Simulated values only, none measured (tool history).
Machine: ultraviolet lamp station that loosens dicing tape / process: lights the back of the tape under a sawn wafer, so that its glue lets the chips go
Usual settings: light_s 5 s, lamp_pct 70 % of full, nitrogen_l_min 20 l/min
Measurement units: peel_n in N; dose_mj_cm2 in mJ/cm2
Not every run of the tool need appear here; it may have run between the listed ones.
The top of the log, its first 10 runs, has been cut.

run   hour  light_s  lamp_pct  nitrogen_l_min  peel_n  dose_mj_cm2
 11  125.9        5        70               6   2.241          211
 12  144.9        8        70               6   1.207          338
 13  164.0        8        70               6   1.184          336
 14  175.2        8        70               6   1.189          334
 15  184.3        5        70              20   1.127          208
     185.8  -- window cleaned of glue's vapour
 16  196.1        5        70              20   1.308          195
 17  208.1        5        70              20   1.336          195
 18  222.7        5        70              20   1.284          198
     233.4  -- window cleaned of glue's vapour, once more
 19  239.7        5        70               6   2.072          229
 20  255.3        4        65              10   2.269          169
 21  270.1        4        65              22   1.563          169
 22  284.8        4        65              22   1.581          167
 23  298.0        5        92              24   0.515          295
 24  308.7        4        92              24   0.814          234
 25  327.1       10        92              31   0.140          590
 26  347.2        5        68               6   2.245          213
 27  366.6        3        68               6   3.564          129
 28  380.5        3        69              18   2.337          132
 29  398.8        3        69              18   2.368          127
 30  416.2        3        69              18   2.387          131
 31  434.2        8        84              17   0.320          424
 32  453.3        5        65              16   1.435          201
 33  473.4        5        71              31   0.757          222

3 options for the next run, each taken on its own from the tool as it stands now. Forecast them:
  A  482.5        3        71              19       ?            ?
  B  482.5        2        65              27       ?            ?
  C  482.5        2        71              31       ?            ?

run  peel_n  dose_mj_cm2
  A   2.329          130
  B   3.239           80
  C   2.854           85
Without the tool's hidden state the same runs would have given:
run  peel_n  dose_mj_cm2
  A   1.972          150
  B   2.879           92
  C   2.496           98

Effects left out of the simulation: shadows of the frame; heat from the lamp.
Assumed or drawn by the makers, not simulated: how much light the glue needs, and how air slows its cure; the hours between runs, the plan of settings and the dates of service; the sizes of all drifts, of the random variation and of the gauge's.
